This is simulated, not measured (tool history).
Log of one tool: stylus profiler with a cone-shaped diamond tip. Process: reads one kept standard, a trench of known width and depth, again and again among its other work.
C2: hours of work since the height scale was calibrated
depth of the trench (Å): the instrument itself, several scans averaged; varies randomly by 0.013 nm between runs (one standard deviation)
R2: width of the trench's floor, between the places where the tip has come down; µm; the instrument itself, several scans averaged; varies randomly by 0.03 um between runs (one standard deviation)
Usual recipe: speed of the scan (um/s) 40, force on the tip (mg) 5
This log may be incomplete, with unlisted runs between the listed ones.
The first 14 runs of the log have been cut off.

Run 15, day 5.85: usual settings but force on the tip (mg) 2.13; scans with this tip 5573; C2 14. Result: depth of the trench (Å) 1012.9, R2 28.51 µm.
Run 16, day 6.35: usual settings but force on the tip (mg) 2.13; scans with this tip 5679; C2 22. Result: depth of the trench (Å) 1013.1, R2 28.42 µm.
Run 17, day 6.921: usual settings but force on the tip (mg) 2.13; scans with this tip 5801; C2 30. Result: depth of the trench (Å) 1012.9, R2 28.4 µm.
At day 7.375: height scale calibrated on a step standard, once more.
Run 18, day 7.442: usual settings but force on the tip (mg) 2.13; scans with this tip 5907; C2 1. Result: depth of the trench (Å) 1012.6, R2 28.46 µm.
Run 19, day 7.758: usual settings but force on the tip (mg) 2.13; scans with this tip 5974; C2 6. Result: depth of the trench (Å) 1012.8, R2 28.41 µm.
Run 20, day 8.083: usual settings but speed of the scan (um/s) 120; scans with this tip 6043; C2 11. Result: depth of the trench (Å) 1022.6, R2 28.34 µm.
Run 21, day 8.579: usual settings; scans with this tip 6149; C2 18. Result: depth of the trench (Å) 1022.5, R2 28.48 µm.
Run 22, day 9.117: usual settings; scans with this tip 6264; C2 27. Result: depth of the trench (Å) 1022.4, R2 28.44 µm.
Run 23, day 9.558: usual settings; scans with this tip 6357; C2 33. Result: depth of the trench (Å) 1022.5, R2 28.44 µm.
Run 24, day 9.942: usual settings but force on the tip (mg) 12.43; scans with this tip 6439; C2 39. Result: depth of the trench (Å) 1041.1, R2 28.47 µm.
Run 25, day 10.529: usual settings but force on the tip (mg) 12.43; scans with this tip 6564; C2 48. Result: depth of the trench (Å) 1041.2, R2 28.5 µm.
Run 26, day 10.929: usual settings but speed of the scan (um/s) 11, force on the tip (mg) 2.24; scans with this tip 6649; C2 54. Result: depth of the trench (Å) 1013.2, R2 28.52 µm.
Run 27, day 11.392: usual settings but speed of the scan (um/s) 19, force on the tip (mg) 3.76; scans with this tip 6748; C2 62. Result: depth of the trench (Å) 1018.5, R2 28.43 µm.
Run 28, day 11.767: usual settings but speed of the scan (um/s) 68, force on the tip (mg) 7.19; scans with this tip 6828; C2 67. Result: depth of the trench (Å) 1028.5, R2 28.37 µm.
Run 29, day 12.058: usual settings but speed of the scan (um/s) 93, force on the tip (mg) 4.74; scans with this tip 6890; C2 72. Result: depth of the trench (Å) 1021.6, R2 28.36 µm.
Run 30, day 12.442: usual settings but speed of the scan (um/s) 47, force on the tip (mg) 5.87; scans with this tip 6971; C2 78. Result: depth of the trench (Å) 1025.1, R2 28.44 µm.

What does the tool deliver on the next run?
Run 31, day 12.738: usual settings but speed of the scan (um/s) 135, force on the tip (mg) 1.77; scans with this tip 7034; C2 82. Result: depth of the trench (Å) ?, R2 ?.

Run 31 yielded depth of the trench (Å) 1011.3, R2 28.05 µm.
The same run, on a tool lacking any hidden state, would have yielded depth of the trench (Å) 1010.9, R2 28.27 µm.
